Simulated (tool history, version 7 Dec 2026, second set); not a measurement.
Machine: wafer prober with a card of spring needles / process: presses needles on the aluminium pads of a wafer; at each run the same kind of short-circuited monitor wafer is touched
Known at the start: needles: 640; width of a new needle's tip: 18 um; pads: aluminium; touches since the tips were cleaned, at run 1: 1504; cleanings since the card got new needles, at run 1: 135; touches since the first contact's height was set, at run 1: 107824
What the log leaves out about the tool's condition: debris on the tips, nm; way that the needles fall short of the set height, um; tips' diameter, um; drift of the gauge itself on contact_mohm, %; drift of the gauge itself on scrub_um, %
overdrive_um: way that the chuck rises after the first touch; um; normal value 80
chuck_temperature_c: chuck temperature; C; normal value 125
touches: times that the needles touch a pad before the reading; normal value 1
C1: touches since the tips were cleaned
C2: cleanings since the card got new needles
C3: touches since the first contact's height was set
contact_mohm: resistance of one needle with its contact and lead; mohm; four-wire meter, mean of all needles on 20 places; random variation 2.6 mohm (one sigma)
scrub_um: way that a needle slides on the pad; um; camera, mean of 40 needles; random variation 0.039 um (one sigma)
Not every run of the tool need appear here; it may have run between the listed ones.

{"run": 1, "hour": 0.0, "overdrive_um": 80, "chuck_temperature_c": 125, "touches": 1, "C1": 1504, "C2": 135, "C3": 107824, "contact_mohm": 328, "scrub_um": 13}
{"hour": 5.6, "done": "tips cleaned on abrasive film"}
{"hour": 16.5, "done": "tips cleaned on abrasive film"}
{"run": 2, "hour": 24.3, "overdrive_um": 80, "chuck_temperature_c": 125, "touches": 1, "C1": 2709, "C2": 137, "C3": 116155, "contact_mohm": 335, "scrub_um": 12.96}
{"hour": 26.6, "done": "tips cleaned on abrasive film"}
{"hour": 36.4, "done": "tips cleaned on abrasive film"}
{"hour": 46.8, "done": "tips cleaned on abrasive film"}
{"hour": 57.0, "done": "tips cleaned on abrasive film"}
{"run": 3, "hour": 57.0, "overdrive_um": 80, "chuck_temperature_c": 125, "touches": 1, "C1": 0, "C2": 141, "C3": 127318, "contact_mohm": 309, "scrub_um": 12.94}
{"hour": 67.6, "done": "tips cleaned on abrasive film"}
{"hour": 78.5, "done": "tips cleaned on abrasive film"}
{"hour": 87.2, "done": "tips cleaned on abrasive film"}
{"run": 4, "hour": 87.2, "overdrive_um": 80, "chuck_temperature_c": 125, "touches": 1, "C1": 2, "C2": 144, "C3": 137675, "contact_mohm": 308, "scrub_um": 12.92}
{"hour": 97.0, "done": "tips cleaned on abrasive film"}
{"hour": 106.8, "done": "tips cleaned on abrasive film"}
{"run": 5, "hour": 108.6, "overdrive_um": 80, "chuck_temperature_c": 125, "touches": 3, "C1": 621, "C2": 146, "C3": 145002, "contact_mohm": 312, "scrub_um": 12.95}
{"hour": 117.2, "done": "tips cleaned on abrasive film"}
{"hour": 128.2, "done": "tips cleaned on abrasive film"}
{"run": 6, "hour": 130.6, "overdrive_um": 80, "chuck_temperature_c": 125, "touches": 3, "C1": 851, "C2": 148, "C3": 152532, "contact_mohm": 311, "scrub_um": 12.96}
{"hour": 137.2, "done": "tips cleaned on abrasive film"}
{"hour": 147.9, "done": "tips cleaned on abrasive film"}
{"hour": 158.3, "done": "tips cleaned on abrasive film"}
{"hour": 158.6, "done": "height of the first contact set anew"}
{"run": 7, "hour": 166.6, "overdrive_um": 80, "chuck_temperature_c": 125, "touches": 3, "C1": 2772, "C2": 151, "C3": 2772, "contact_mohm": 318, "scrub_um": 13.26}
{"hour": 168.4, "done": "tips cleaned on abrasive film"}
{"hour": 178.9, "done": "tips cleaned on abrasive film"}
{"hour": 189.4, "done": "tips cleaned on abrasive film"}
{"run": 8, "hour": 191.9, "overdrive_um": 80, "chuck_temperature_c": 125, "touches": 3, "C1": 875, "C2": 154, "C3": 11413, "contact_mohm": 311, "scrub_um": 13.23}
{"hour": 198.5, "done": "tips cleaned on abrasive film"}
{"hour": 209.1, "done": "tips cleaned on abrasive film"}
{"run": 9, "hour": 211.6, "overdrive_um": 80, "chuck_temperature_c": 125, "touches": 3, "C1": 874, "C2": 156, "C3": 18155, "contact_mohm": 308, "scrub_um": 13.17}
{"hour": 220.0, "done": "tips cleaned on abrasive film"}
{"hour": 230.3, "done": "tips cleaned on abrasive film"}
{"hour": 240.6, "done": "tips cleaned on abrasive film"}
{"run": 10, "hour": 245.5, "overdrive_um": 80, "chuck_temperature_c": 125, "touches": 3, "C1": 1681, "C2": 159, "C3": 29766, "contact_mohm": 310, "scrub_um": 13.25}
{"hour": 249.9, "done": "tips cleaned on abrasive film"}
{"hour": 260.1, "done": "tips cleaned on abrasive film"}
{"hour": 270.5, "done": "tips cleaned on abrasive film"}
{"run": 11, "hour": 275.3, "overdrive_um": 80, "chuck_temperature_c": 125, "touches": 3, "C1": 1666, "C2": 162, "C3": 39962, "contact_mohm": 315, "scrub_um": 13.19}
{"hour": 279.7, "done": "tips cleaned on abrasive film"}
{"hour": 289.5, "done": "tips cleaned on abrasive film"}
{"run": 12, "hour": 293.7, "overdrive_um": 80, "chuck_temperature_c": 125, "touches": 3, "C1": 1423, "C2": 164, "C3": 46240, "contact_mohm": 314, "scrub_um": 13.19}
{"hour": 299.7, "done": "tips cleaned on abrasive film"}
{"hour": 310.1, "done": "tips cleaned on abrasive film"}
{"run": 13, "hour": 318.6, "overdrive_um": 80, "chuck_temperature_c": 125, "touches": 3, "C1": 2959, "C2": 166, "C3": 54798, "contact_mohm": 319, "scrub_um": 13.14}
{"hour": 320.9, "done": "tips cleaned on abrasive film"}
{"hour": 331.6, "done": "tips cleaned on abrasive film"}
{"hour": 341.9, "done": "tips cleaned on abrasive film"}
{"hour": 351.8, "done": "tips cleaned on abrasive film"}
{"run": 14, "hour": 357.6, "overdrive_um": 65, "chuck_temperature_c": 125, "touches": 3, "C1": 1999, "C2": 170, "C3": 68134, "contact_mohm": 326, "scrub_um": 10.62}
{"hour": 361.5, "done": "tips cleaned on abrasive film"}
{"hour": 372.4, "done": "tips cleaned on abrasive film"}
{"hour": 382.9, "done": "tips cleaned on abrasive film"}
{"run": 15, "hour": 384.0, "overdrive_um": 65, "chuck_temperature_c": 125, "touches": 3, "C1": 364, "C2": 173, "C3": 77161, "contact_mohm": 313, "scrub_um": 10.6}
{"hour": 392.8, "done": "tips cleaned on abrasive film"}
{"hour": 403.1, "done": "tips cleaned on abrasive film"}
{"hour": 413.7, "done": "tips cleaned on abrasive film"}
{"run": 16, "hour": 413.7, "overdrive_um": 65, "chuck_temperature_c": 125, "touches": 3, "C1": 0, "C2": 176, "C3": 87326, "contact_mohm": 314, "scrub_um": 10.57}
{"hour": 424.1, "done": "tips cleaned on abrasive film"}
{"hour": 434.4, "done": "tips cleaned on abrasive film"}
{"run": 17, "hour": 441.8, "overdrive_um": 80, "chuck_temperature_c": 125, "touches": 3, "C1": 2542, "C2": 178, "C3": 96964, "contact_mohm": 317, "scrub_um": 13.07}
{"hour": 443.8, "done": "tips cleaned on abrasive film"}
{"hour": 454.7, "done": "tips cleaned on abrasive film"}
{"hour": 465.3, "done": "tips cleaned on abrasive film"}
{"hour": 476.0, "done": "tips cleaned on abrasive film"}
{"run": 18, "hour": 476.0, "overdrive_um": 80, "chuck_temperature_c": 125, "touches": 3, "C1": 16, "C2": 182, "C3": 108658, "contact_mohm": 313, "scrub_um": 13.03}
{"hour": 486.2, "done": "tips cleaned on abrasive film"}
{"hour": 496.8, "done": "tips cleaned on abrasive film"}
{"hour": 506.5, "done": "tips cleaned on abrasive film"}
{"run": 19, "hour": 506.5, "overdrive_um": 64, "chuck_temperature_c": 60, "touches": 2, "C1": 0, "C2": 185, "C3": 119100, "contact_mohm": 294, "scrub_um": 10.35}
{"hour": 517.4, "done": "tips cleaned on abrasive film"}
{"hour": 526.1, "done": "tips cleaned on abrasive film"}
{"run": 20, "hour": 529.0, "overdrive_um": 86, "chuck_temperature_c": 47, "touches": 2, "C1": 993, "C2": 187, "C3": 126801, "contact_mohm": 292, "scrub_um": 13.97}
{"hour": 535.6, "done": "tips cleaned on abrasive film"}
{"hour": 544.3, "done": "tips cleaned on abrasive film"}
{"hour": 554.8, "done": "tips cleaned on abrasive film"}
{"hour": 565.2, "done": "tips cleaned on abrasive film"}
{"run": 21, "hour": 568.6, "overdrive_um": 86, "chuck_temperature_c": 47, "touches": 2, "C1": 1176, "C2": 191, "C3": 140361, "contact_mohm": 295, "scrub_um": 13.91}
{"hour": 575.2, "done": "tips cleaned on abrasive film"}
{"hour": 585.8, "done": "tips cleaned on abrasive film"}
{"hour": 596.6, "done": "tips cleaned on abrasive film"}
{"run": 22, "hour": 597.4, "overdrive_um": 80, "chuck_temperature_c": 125, "touches": 1, "C1": 298, "C2": 194, "C3": 150223, "contact_mohm": 311, "scrub_um": 12.92}
{"hour": 606.2, "done": "tips cleaned on abrasive film"}
{"hour": 617.0, "done": "tips cleaned on abrasive film"}
{"hour": 626.2, "done": "tips cleaned on abrasive film"}
{"run": 23, "hour": 626.2, "overdrive_um": 77, "chuck_temperature_c": 122, "touches": 2, "C1": 0, "C2": 197, "C3": 160079, "contact_mohm": 308, "scrub_um": 12.43}
{"hour": 633.0, "done": "height of the first contact set anew"}
{"hour": 635.3, "done": "tips cleaned on abrasive film"}
{"hour": 644.1, "done": "tips cleaned on abrasive film"}
{"hour": 654.5, "done": "tips cleaned on abrasive film"}
{"hour": 664.7, "done": "tips cleaned on abrasive film"}
{"run": 24, "hour": 664.7, "overdrive_um": 77, "chuck_temperature_c": 122, "touches": 2, "C1": 0, "C2": 201, "C3": 10803, "contact_mohm": 308, "scrub_um": 12.75}
{"hour": 675.4, "done": "tips cleaned on abrasive film"}
{"hour": 684.2, "done": "tips cleaned on abrasive film"}
{"hour": 694.3, "done": "tips cleaned on abrasive film"}
{"run": 25, "hour": 699.2, "overdrive_um": 77, "chuck_temperature_c": 122, "touches": 2, "C1": 1706, "C2": 204, "C3": 22643, "contact_mohm": 325, "scrub_um": 12.73}
{"hour": 703.5, "done": "tips cleaned on abrasive film"}
{"hour": 714.0, "done": "tips cleaned on abrasive film"}
{"hour": 724.9, "done": "tips cleaned on abrasive film"}
{"run": 26, "hour": 729.8, "overdrive_um": 77, "chuck_temperature_c": 122, "touches": 2, "C1": 1691, "C2": 207, "C3": 33099, "contact_mohm": 320, "scrub_um": 12.57}
{"hour": 733.7, "done": "tips cleaned on abrasive film"}
{"hour": 742.5, "done": "tips cleaned on abrasive film"}
{"hour": 752.8, "done": "tips cleaned on abrasive film"}
{"run": 27, "hour": 756.0, "overdrive_um": 80, "chuck_temperature_c": 115, "touches": 1, "C1": 1097, "C2": 210, "C3": 42041, "contact_mohm": 327, "scrub_um": 13.16}

What if the next run were any one of these 5? Each begins from the tool's condition after run 27:
{"hour": 762.5, "done": "tips cleaned on abrasive film"}
{"hour": 773.4, "done": "tips cleaned on abrasive film"}
{"hour": 783.7, "done": "tips cleaned on abrasive film"}
{"hour": 794.2, "done": "tips cleaned on abrasive film"}
{"run": "A", "hour": 794.2, "overdrive_um": 74, "chuck_temperature_c": 115, "touches": 2, "C1": 0, "C2": 214, "C3": 55110, "contact_mohm": "?", "scrub_um": "?"}
{"hour": 762.5, "done": "tips cleaned on abrasive film"}
{"hour": 773.4, "done": "tips cleaned on abrasive film"}
{"hour": 783.7, "done": "tips cleaned on abrasive film"}
{"hour": 794.2, "done": "tips cleaned on abrasive film"}
{"run": "B", "hour": 794.2, "overdrive_um": 80, "chuck_temperature_c": 48, "touches": 1, "C1": 0, "C2": 214, "C3": 55110, "contact_mohm": "?", "scrub_um": "?"}
{"hour": 762.5, "done": "tips cleaned on abrasive film"}
{"hour": 773.4, "done": "tips cleaned on abrasive film"}
{"hour": 783.7, "done": "tips cleaned on abrasive film"}
{"hour": 794.2, "done": "tips cleaned on abrasive film"}
{"run": "C", "hour": 794.2, "overdrive_um": 87, "chuck_temperature_c": 47, "touches": 1, "C1": 0, "C2": 214, "C3": 55110, "contact_mohm": "?", "scrub_um": "?"}
{"hour": 762.5, "done": "tips cleaned on abrasive film"}
{"hour": 773.4, "done": "tips cleaned on abrasive film"}
{"hour": 783.7, "done": "tips cleaned on abrasive film"}
{"hour": 794.2, "done": "tips cleaned on abrasive film"}
{"run": "D", "hour": 794.2, "overdrive_um": 80, "chuck_temperature_c": 125, "touches": 1, "C1": 0, "C2": 214, "C3": 55110, "contact_mohm": "?", "scrub_um": "?"}
{"hour": 762.5, "done": "tips cleaned on abrasive film"}
{"hour": 773.4, "done": "tips cleaned on abrasive film"}
{"hour": 783.7, "done": "tips cleaned on abrasive film"}
{"hour": 794.2, "done": "tips cleaned on abrasive film"}
{"run": "E", "hour": 794.2, "overdrive_um": 80, "chuck_temperature_c": 125, "touches": 2, "C1": 0, "C2": 214, "C3": 55110, "contact_mohm": "?", "scrub_um": "?"}

run=A contact_mohm=306 scrub_um=12.1
run=B contact_mohm=285 scrub_um=13.16
run=C contact_mohm=280 scrub_um=14.29
run=D contact_mohm=306 scrub_um=13.13
run=E contact_mohm=307 scrub_um=13.09
With no hidden state in the tool, these same runs would have given:
run=A contact_mohm=300 scrub_um=12.23
run=B contact_mohm=280 scrub_um=13.29
run=C contact_mohm=275 scrub_um=14.42
run=D contact_mohm=300 scrub_um=13.26
run=E contact_mohm=302 scrub_um=13.21
